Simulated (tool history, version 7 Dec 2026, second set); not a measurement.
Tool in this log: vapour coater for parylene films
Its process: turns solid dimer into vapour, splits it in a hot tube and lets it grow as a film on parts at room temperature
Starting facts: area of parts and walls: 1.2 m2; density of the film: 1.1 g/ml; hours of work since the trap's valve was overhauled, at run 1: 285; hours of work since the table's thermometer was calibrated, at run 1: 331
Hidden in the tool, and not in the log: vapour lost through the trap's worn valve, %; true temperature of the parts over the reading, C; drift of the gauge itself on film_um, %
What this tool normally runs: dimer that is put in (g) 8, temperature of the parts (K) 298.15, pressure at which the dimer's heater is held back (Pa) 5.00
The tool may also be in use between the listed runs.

| run | hour | dimer that is put in (g) | temperature of the parts (K) | pressure at which the dimer's heater is held back (Pa) | hours of work since the trap's valve was overhauled | hours of work since the table's thermometer was calibrated | thickness of the film (nm) |
|---|---|---|---|---|---|---|---|
| 1 | 0.0 | 8 | 298.15 | 5.00 | 285 | 331 | 3540 |
| 2 | 10.4 | 8 | 309.15 | 5.00 | 295 | 340 | 2950 |
| 3 | 20.5 | 8 | 309.15 | 5.00 | 304 | 349 | 2960 |
| 4 | 31.4 | 8 | 298.15 | 5.00 | 313 | 359 | 3540 |
| 5 | 50.1 | 8 | 298.15 | 5.00 | 330 | 376 | 3510 |
| 6 | 58.2 | 8 | 298.15 | 5.00 | 338 | 383 | 3510 |
| 7 | 74.7 | 8 | 298.15 | 5.00 | 352 | 398 | 3530 |
| 8 | 92.2 | 8 | 298.15 | 5.00 | 368 | 414 | 3530 |
| 9 | 109.8 | 8 | 298.15 | 5.00 | 384 | 429 | 3520 |
| 10 | 117.9 | 8 | 298.15 | 5.00 | 391 | 437 | 3490 |
| 11 | 129.7 | 8 | 298.15 | 5.00 | 402 | 447 | 3480 |
| 12 | 143.1 | 8 | 298.15 | 5.00 | 414 | 459 | 3490 |
| 13 | 156.8 | 8 | 298.15 | 5.00 | 426 | 472 | 3480 |
| 14 | 168.8 | 8 | 298.15 | 5.00 | 437 | 482 | 3450 |
| 15 | 182.7 | 8 | 298.15 | 5.00 | 449 | 495 | 3470 |
| 16 | 193.8 | 8 | 298.15 | 5.00 | 459 | 505 | 3480 |
| 17 | 206.5 | 8 | 298.15 | 5.00 | 471 | 516 | 3440 |
| 18 | 221.5 | 8 | 298.15 | 5.00 | 484 | 530 | 3450 |
| 19 | 237.2 | 8 | 298.15 | 4.71 | 498 | 544 | 3510 |
| 20 | 253.6 | 8 | 298.15 | 5.00 | 513 | 559 | 3450 |
| 21 | 269.4 | 7 | 300.15 | 7.59 | 527 | 573 | 2700 |
| 22 | 282.1 | 8 | 302.15 | 5.00 | 539 | 584 | 3190 |
|  | 284.4 | table's thermometer calibrated |
| 23 | 300.2 | 8 | 296.15 | 5.19 | 554 | 14 | 3520 |
| 24 | 307.7 | 8 | 296.15 | 5.19 | 561 | 21 | 3510 |
| 25 | 326.6 | 9 | 301.15 | 2.44 | 578 | 38 | 4180 |
| 26 | 339.9 | 6 | 296.15 | 4.44 | 590 | 50 | 2690 |
| 27 | 348.8 | 6 | 296.15 | 4.44 | 598 | 58 | 2700 |
|  | 353.2 | table's thermometer calibrated, once more |
| 28 | 364.7 | 6 | 296.15 | 4.44 | 611 | 10 | 2690 |
| 29 | 374.1 | 6 | 296.15 | 4.44 | 620 | 19 | 2700 |
|  | 385.0 | trap's valve overhauled |
| 30 | 396.8 | 8 | 307.15 | 5.00 | 11 | 36 | 3240 |
| 31 | 408.7 | 5 | 298.15 | 2.07 | 21 | 46 | 2780 |
| 32 | 425.1 | 5 | 308.15 | 11.85 | 36 | 61 | 1670 |
| 33 | 441.9 | 5 | 308.15 | 11.85 | 51 | 76 | 1680 |
| 34 | 452.1 | 4 | 298.15 | 5.00 | 60 | 85 | 1840 |
| 35 | 469.3 | 4 | 298.15 | 5.00 | 76 | 101 | 1860 |
| 36 | 480.2 | 3 | 298.15 | 2.33 | 86 | 111 | 1590 |
| 37 | 497.9 | 9 | 298.15 | 5.00 | 101 | 126 | 4110 |
| 38 | 509.7 | 9 | 298.15 | 5.00 | 112 | 137 | 4120 |
| 39 | 526.6 | 9 | 298.15 | 5.00 | 127 | 152 | 4100 |
| 40 | 539.3 | 4 | 302.15 | 5.00 | 139 | 164 | 1720 |

Predict each of these 5 candidate next runs independently; none follows another, all start after run 40:
| A | 554.5 | 7 | 310.15 | 5.52 | 152 | 177 | ? |
| B | 554.5 | 8 | 306.15 | 5.00 | 152 | 177 | ? |
| C | 554.5 | 6 | 293.15 | 2.33 | 152 | 177 | ? |
| D | 554.5 | 3 | 302.15 | 5.00 | 152 | 177 | ? |
| E | 554.5 | 4 | 301.15 | 4.80 | 152 | 177 | ? |

| run | thickness of the film (nm) |
|---|---|
| A | 2580 |
| B | 3220 |
| C | 3410 |
| D | 1270 |
| E | 1770 |
What these runs would have given with no unlogged condition in the tool:
| run | thickness of the film (nm) |
|---|---|
| A | 2630 |
| B | 3280 |
| C | 3470 |
| D | 1290 |
| E | 1800 |

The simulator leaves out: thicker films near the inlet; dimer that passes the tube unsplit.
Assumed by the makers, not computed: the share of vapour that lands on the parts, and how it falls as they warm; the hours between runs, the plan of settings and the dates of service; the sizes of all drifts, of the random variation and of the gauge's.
